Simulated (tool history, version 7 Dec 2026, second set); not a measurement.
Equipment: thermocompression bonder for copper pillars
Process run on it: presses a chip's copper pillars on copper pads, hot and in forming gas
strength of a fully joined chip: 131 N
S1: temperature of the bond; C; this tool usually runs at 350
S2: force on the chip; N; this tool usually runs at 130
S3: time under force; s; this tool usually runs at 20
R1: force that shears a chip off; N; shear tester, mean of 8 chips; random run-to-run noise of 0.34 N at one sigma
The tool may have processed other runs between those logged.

run     day   S1   S2  S3     R1
  1   0.000  350  130  20   82.7
  2   0.879  342  130  20   76.0
  3   1.254  342  130  20   76.2
  4   1.825  342  130  20   76.4
  5   2.354  337  130  20   71.9
  6   2.979  350  130  13   72.0
  7   3.658  350  130  13   71.0
  8   4.496  350  130  13   70.8
      4.704  -- forming gas filter changed
  9   5.079  336  130  20   74.1
 10   5.488  339  130  20   75.6
 11   6.029  350  130  13   74.2
 12   6.908  350  130  13   73.4
 13   7.517  372  130  20   98.8
 14   8.175  350  130  30   92.5
 15   9.004  350  130  30   91.9
 16   9.592  350  130  30   92.1
 17  10.283  350  130  30   91.0
 18  10.658  350  130  16   78.0
 19  11.229  350  110  20   75.8
 20  11.846  360  110  41   98.3
 21  12.367  367  120  41  105.3
 22  13.004  370  130  46  110.2
     13.446  -- forming gas filter changed
 23  13.525  360  130  46  109.3
 24  13.983  360  170  46  117.0
 25  14.588  379   79  21   87.3
 26  15.088  366  134  14   88.1
 27  15.783  366  134  14   88.2
 28  16.550  350  159  20   91.4
 29  17.429  379  130  23  105.9
 30  18.183  323  116  20   58.5
 31  18.792  341  130  20   76.2
 32  19.546  369  138  15   92.0
 33  20.129  332  189  56  104.0
 34  20.879  332  132  42   85.6
 35  21.496  332  132  42   85.3
     22.217  -- forming gas filter changed
 36  22.238  330  130  20   69.7
 37  22.838  330  105  20   62.3
 38  23.521  330  105  20   62.1

4 ways to go on from here, each from the tool as it stands after run 38. What would each give?
  A  24.321  330  105  35   ?
  B  24.321  354  105  12   ?
  C  24.321  352   87  29   ?
  D  24.321  326  134  13   ?

run    R1
  A  74.8
  B  67.5
  C  79.6
  D  57.7
With the hidden condition removed and each run's random variation left untouched, the same runs would have given:
run    R1
  A  73.3
  B  66.2
  C  78.3
  D  56.2

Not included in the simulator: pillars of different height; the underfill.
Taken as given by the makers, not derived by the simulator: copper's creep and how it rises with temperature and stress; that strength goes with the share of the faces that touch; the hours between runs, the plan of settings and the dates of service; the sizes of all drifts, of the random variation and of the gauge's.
